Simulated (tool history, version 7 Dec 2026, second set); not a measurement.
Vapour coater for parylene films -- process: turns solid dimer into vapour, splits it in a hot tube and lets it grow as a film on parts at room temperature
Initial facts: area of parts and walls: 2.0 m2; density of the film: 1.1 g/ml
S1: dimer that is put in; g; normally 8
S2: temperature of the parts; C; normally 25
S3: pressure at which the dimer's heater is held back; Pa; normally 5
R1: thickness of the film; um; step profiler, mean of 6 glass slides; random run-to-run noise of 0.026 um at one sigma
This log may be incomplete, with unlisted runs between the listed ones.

{"run": 1, "hour": 0.0, "S1": 8, "S2": 25, "S3": 5, "R1": 2}
{"run": 2, "hour": 11.5, "S1": 8, "S2": 25, "S3": 5, "R1": 2.02}
{"run": 3, "hour": 30.6, "S1": 8, "S2": 25, "S3": 5, "R1": 2.04}
{"hour": 42.8, "done": "trap's valve overhauled"}
{"run": 4, "hour": 53.5, "S1": 8, "S2": 25, "S3": 5, "R1": 2.05}
{"run": 5, "hour": 78.5, "S1": 8, "S2": 25, "S3": 5, "R1": 2.07}
{"run": 6, "hour": 104.0, "S1": 8, "S2": 25, "S3": 5, "R1": 1.99}
{"run": 7, "hour": 115.4, "S1": 8, "S2": 25, "S3": 5, "R1": 2.04}
{"run": 8, "hour": 137.5, "S1": 8, "S2": 25, "S3": 5, "R1": 2}
{"run": 9, "hour": 162.3, "S1": 11, "S2": 25, "S3": 5, "R1": 2.79}
{"run": 10, "hour": 177.0, "S1": 11, "S2": 25, "S3": 5, "R1": 2.76}
{"run": 11, "hour": 190.7, "S1": 8, "S2": 25, "S3": 5, "R1": 2.02}
{"run": 12, "hour": 205.9, "S1": 8, "S2": 25, "S3": 5, "R1": 1.99}
{"run": 13, "hour": 217.8, "S1": 8, "S2": 25, "S3": 8.72, "R1": 1.77}
{"run": 14, "hour": 243.1, "S1": 8, "S2": 25, "S3": 5.23, "R1": 2.01}
{"run": 15, "hour": 264.9, "S1": 8, "S2": 25, "S3": 2.66, "R1": 2.33}
{"run": 16, "hour": 292.2, "S1": 8, "S2": 26, "S3": 5, "R1": 1.94}
{"run": 17, "hour": 315.4, "S1": 8, "S2": 25, "S3": 5, "R1": 2.01}
{"run": 18, "hour": 335.9, "S1": 8, "S2": 25, "S3": 5, "R1": 2.01}
{"run": 19, "hour": 352.7, "S1": 8, "S2": 25, "S3": 5, "R1": 2}
{"run": 20, "hour": 369.0, "S1": 8, "S2": 25, "S3": 3.22, "R1": 2.25}
{"run": 21, "hour": 384.7, "S1": 8, "S2": 25, "S3": 7.62, "R1": 1.81}
{"run": 22, "hour": 408.5, "S1": 8, "S2": 25, "S3": 3.17, "R1": 2.27}
{"run": 23, "hour": 432.8, "S1": 8, "S2": 25, "S3": 3.17, "R1": 2.19}
{"run": 24, "hour": 451.8, "S1": 7, "S2": 18, "S3": 5, "R1": 2.33}
{"run": 25, "hour": 469.9, "S1": 6, "S2": 18, "S3": 5, "R1": 2.01}
{"run": 26, "hour": 494.1, "S1": 6, "S2": 18, "S3": 5, "R1": 1.97}
{"run": 27, "hour": 520.2, "S1": 12, "S2": 30, "S3": 11.58, "R1": 2.02}
{"run": 28, "hour": 539.1, "S1": 11, "S2": 25, "S3": 4.27, "R1": 2.89}
{"run": 29, "hour": 563.8, "S1": 13, "S2": 26, "S3": 11.04, "R1": 2.63}
{"run": 30, "hour": 574.8, "S1": 9, "S2": 25, "S3": 3.05, "R1": 2.5}
{"run": 31, "hour": 595.0, "S1": 8, "S2": 25, "S3": 3.05, "R1": 2.27}
{"run": 32, "hour": 612.3, "S1": 8, "S2": 25, "S3": 3.05, "R1": 2.25}
{"run": 33, "hour": 631.2, "S1": 3, "S2": 20, "S3": 10.27, "R1": 0.82}
{"run": 34, "hour": 647.6, "S1": 10, "S2": 26, "S3": 5.01, "R1": 2.38}
{"run": 35, "hour": 660.0, "S1": 8, "S2": 25, "S3": 3.34, "R1": 2.18}
{"run": 36, "hour": 677.7, "S1": 4, "S2": 25, "S3": 9.88, "R1": 0.87}
{"run": 37, "hour": 698.1, "S1": 8, "S2": 22, "S3": 3.46, "R1": 2.43}
{"run": 38, "hour": 723.0, "S1": 8, "S2": 22, "S3": 3.46, "R1": 2.47}
{"run": 39, "hour": 745.2, "S1": 4, "S2": 25, "S3": 2.18, "R1": 1.2}

Estimate the outcome of run 40 from the log above:
{"run": 40, "hour": 766.5, "S1": 5, "S2": 25, "S3": 2.71, "R1": "?"}

{"run 40": {"R1": 1.42}}
Had the tool carried no hidden state, the very same run would have given R1 1.43 um.
